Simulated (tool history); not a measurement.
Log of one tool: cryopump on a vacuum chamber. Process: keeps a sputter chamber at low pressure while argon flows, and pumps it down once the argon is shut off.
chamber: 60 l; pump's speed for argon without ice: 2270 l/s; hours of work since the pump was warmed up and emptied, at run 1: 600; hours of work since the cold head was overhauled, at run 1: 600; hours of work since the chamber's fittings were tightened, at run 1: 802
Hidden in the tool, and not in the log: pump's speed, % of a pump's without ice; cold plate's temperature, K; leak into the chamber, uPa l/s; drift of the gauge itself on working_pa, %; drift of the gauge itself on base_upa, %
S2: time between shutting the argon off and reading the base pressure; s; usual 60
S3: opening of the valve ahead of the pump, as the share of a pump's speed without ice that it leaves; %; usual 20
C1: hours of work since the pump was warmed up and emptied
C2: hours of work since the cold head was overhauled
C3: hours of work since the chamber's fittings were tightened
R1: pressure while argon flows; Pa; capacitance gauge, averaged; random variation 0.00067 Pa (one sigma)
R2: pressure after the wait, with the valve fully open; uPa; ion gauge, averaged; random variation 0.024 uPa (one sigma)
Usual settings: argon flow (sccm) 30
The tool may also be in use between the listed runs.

run 1 hour=0 | argon_flow_(sccm)=30 S2=60 S3=20 | C1=600 C2=600 C3=802 | R1=0.12 R2=1.02
-- hour=18.7 pump warmed up, emptied and cooled again
run 2 hour=25.9 | argon_flow_(sccm)=30 S2=290 S3=20 | C1=6 C2=616 C3=818 | R1=0.1115 R2=0.37
run 3 hour=41.1 | argon_flow_(sccm)=30 S2=290 S3=20 | C1=17 C2=627 C3=829 | R1=0.1122 R2=0.39
run 4 hour=57.7 | argon_flow_(sccm)=30 S2=60 S3=35 | C1=30 C2=640 C3=842 | R1=0.0653 R2=0.92
run 5 hour=70.2 | argon_flow_(sccm)=30 S2=33 S3=35 | C1=39 C2=649 C3=852 | R1=0.065 R2=1.57
run 6 hour=83.8 | argon_flow_(sccm)=30 S2=33 S3=35 | C1=50 C2=660 C3=862 | R1=0.0649 R2=1.58
run 7 hour=100.1 | argon_flow_(sccm)=30 S2=33 S3=35 | C1=62 C2=672 C3=874 | R1=0.0652 R2=1.49
run 8 hour=124.7 | argon_flow_(sccm)=30 S2=33 S3=35 | C1=81 C2=691 C3=893 | R1=0.0642 R2=1.52
run 9 hour=140.5 | argon_flow_(sccm)=30 S2=51 S3=20 | C1=93 C2=703 C3=905 | R1=0.1129 R2=1.09
run 10 hour=159.5 | argon_flow_(sccm)=30 S2=51 S3=20 | C1=108 C2=718 C3=920 | R1=0.1136 R2=1.12
run 11 hour=179.4 | argon_flow_(sccm)=30 S2=51 S3=20 | C1=123 C2=733 C3=935 | R1=0.1132 R2=1.07
run 12 hour=198 | argon_flow_(sccm)=30 S2=136 S3=45 | C1=137 C2=747 C3=949 | R1=0.0516 R2=0.51
run 13 hour=214.5 | argon_flow_(sccm)=30 S2=136 S3=45 | C1=150 C2=760 C3=962 | R1=0.0529 R2=0.57
run 14 hour=227 | argon_flow_(sccm)=45 S2=136 S3=45 | C1=159 C2=769 C3=971 | R1=0.0779 R2=0.53
run 15 hour=243.9 | argon_flow_(sccm)=30 S2=56 S3=45 | C1=172 C2=782 C3=984 | R1=0.053 R2=0.99
run 16 hour=260.7 | argon_flow_(sccm)=30 S2=56 S3=45 | C1=185 C2=795 C3=997 | R1=0.052 R2=1.03
run 17 hour=272.9 | argon_flow_(sccm)=19 S2=86 S3=35 | C1=194 C2=804 C3=1006 | R1=0.0418 R2=0.8
run 18 hour=294.3 | argon_flow_(sccm)=19 S2=86 S3=35 | C1=211 C2=821 C3=1023 | R1=0.0432 R2=0.77
run 19 hour=311.8 | argon_flow_(sccm)=53 S2=92 S3=34 | C1=224 C2=834 C3=1036 | R1=0.1212 R2=0.77
run 20 hour=330.7 | argon_flow_(sccm)=54 S2=60 S3=43 | C1=238 C2=849 C3=1051 | R1=0.0993 R2=0.93
run 21 hour=349.8 | argon_flow_(sccm)=58 S2=133 S3=18 | C1=253 C2=863 C3=1065 | R1=0.2451 R2=0.59
run 22 hour=368.1 | argon_flow_(sccm)=39 S2=289 S3=20 | C1=267 C2=877 C3=1079 | R1=0.1488 R2=0.45

Hidden state or all else? Some run-to-run changes of R1, split into what the settings, what came in and random variation would give without the hidden state, and what is left for the hidden state (with any gauge scatter that isn't in both results):
Run 1 -> 2: S2 60 -> 290, pump warmed up, emptied and cooled again. R1 -0.0085 Pa: hidden state -0.0082, all else -0.0003.
Run 18 -> 19: argon flow (sccm) 19 -> 53, S2 86 -> 92, S3 35 -> 34. R1 +0.078 Pa: hidden state +0.0035, all else +0.0745.
Run 20 -> 21: argon flow (sccm) 54 -> 58, S2 60 -> 133, S3 43 -> 18. R1 +0.1458 Pa: hidden state +0.0008, all else +0.145.
Run 21 -> 22: argon flow (sccm) 58 -> 39, S2 133 -> 289, S3 18 -> 20. R1 -0.0963 Pa: hidden state -0.0019, all else -0.0944.
